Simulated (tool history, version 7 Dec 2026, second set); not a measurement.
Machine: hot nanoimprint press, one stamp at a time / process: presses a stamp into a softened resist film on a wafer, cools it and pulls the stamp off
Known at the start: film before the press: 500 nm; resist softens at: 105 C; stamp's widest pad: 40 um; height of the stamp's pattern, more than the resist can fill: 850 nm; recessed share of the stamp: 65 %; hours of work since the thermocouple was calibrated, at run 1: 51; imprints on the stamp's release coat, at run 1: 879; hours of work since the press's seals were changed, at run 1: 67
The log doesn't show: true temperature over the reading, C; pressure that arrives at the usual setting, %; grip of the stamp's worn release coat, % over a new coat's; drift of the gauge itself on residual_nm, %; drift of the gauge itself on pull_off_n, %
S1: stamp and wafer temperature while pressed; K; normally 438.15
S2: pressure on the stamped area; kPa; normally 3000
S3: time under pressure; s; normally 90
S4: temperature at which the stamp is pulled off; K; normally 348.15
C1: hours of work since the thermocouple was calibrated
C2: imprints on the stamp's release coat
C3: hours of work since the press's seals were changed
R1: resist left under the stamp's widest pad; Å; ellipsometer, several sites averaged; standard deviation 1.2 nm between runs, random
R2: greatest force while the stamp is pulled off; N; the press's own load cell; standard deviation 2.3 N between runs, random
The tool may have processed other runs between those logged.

run   hour      S1    S2   S3      S4   C1    C2   C3    R1   R2
  1    0.0  438.15  3000   90  348.15   51   879   67  1888  140
  2    9.7  438.15  3000   90  348.15   57   906   72  1880  143
  3   19.2  438.15  3000   90  348.15   62   934   77  1886  135
  4   30.0  438.15  3000   90  348.15   68   965   84  1880  145
  5   39.1  438.15  3000  114  348.15   73   990   89  1735  153
  6   58.1  438.15  3000  114  348.15   84  1045  100  1719  154
  7   68.8  438.15  3000   90  348.15   90  1075  106  1867  143
  8   86.3  438.15  3000   90  348.15  100  1125  116  1878  154
  9  101.9  438.15  2440   90  348.15  109  1170  125  2092  154
 10  111.6  438.15  2440   90  348.15  115  1197  130  2118  155
 11  127.9  438.15  3000   90  344.15  124  1244  139  1893  175
 12  145.3  438.15  3000   54  348.15  134  1294  149  2269  161
 13  165.4  438.15  3000  114  348.15  145  1351  161  1733  166
 14  180.1  438.15  3000  114  348.15  154  1393  169  1756  170
 15  197.6  438.15  3000  114  348.15  164  1443  179  1741  171
 16  207.6  438.15  3000  114  348.15  169  1472  185  1755  171
 17  219.6  438.15  2420  164  348.15  176  1506  192  1715  176
 18  234.4  438.15  2420  164  348.15  185  1548  200  1727  173
 19  244.2  438.15  3000   82  348.15  190  1576  206  1976  175
 20  261.8  428.15  2660   82  340.15  200  1626  216  3307  209
 21  278.5  430.15  2660   82  354.15  210  1674  225  3075  160
 22  298.1  430.15  1990   90  349.15  221  1730  237  3397  180
 23  311.7  430.15  1990   90  349.15  229  1769  244  3380  188
 24  331.3  430.15  1990   90  349.15  240  1825  255  3373  185
 25  350.0  438.15  2850   55  348.15  251  1878  266  2375  191
 26  360.0  428.15  2850  109  348.15  256  1907  272  3036  192
 27  372.7  447.15  2210   53  348.15  264  1943  279  1835  201
 28  391.6  447.15  2210   53  348.15  274  1997  290  1832  208
 29  403.8  447.15  2210   53  348.15  281  2032  297  1833  198
 30  414.9  447.15  2210   53  348.15  288  2064  303  1827  208

Consider 4 possible next runs. They are alternatives, not a sequence: every one starts from the tool as it was left by run 30. What does each give?
  A  424.4  447.15  2370  68  342.15  293  2091  309   ?   ?
  B  424.4  447.15  4690  53  348.15  293  2091  309   ?   ?
  C  424.4  449.15  2210  53  337.15  293  2091  309   ?   ?
  D  424.4  441.15  3000  90  348.15  293  2091  309   ?   ?

run    R1   R2
  A  1608  234
  B  1207  215
  C  1680  251
  D  1674  207
Had the tool no hidden state, the same runs would have come out as:
run    R1   R2
  A  1562  117
  B  1159  109
  C  1634  126
  D  1619  104
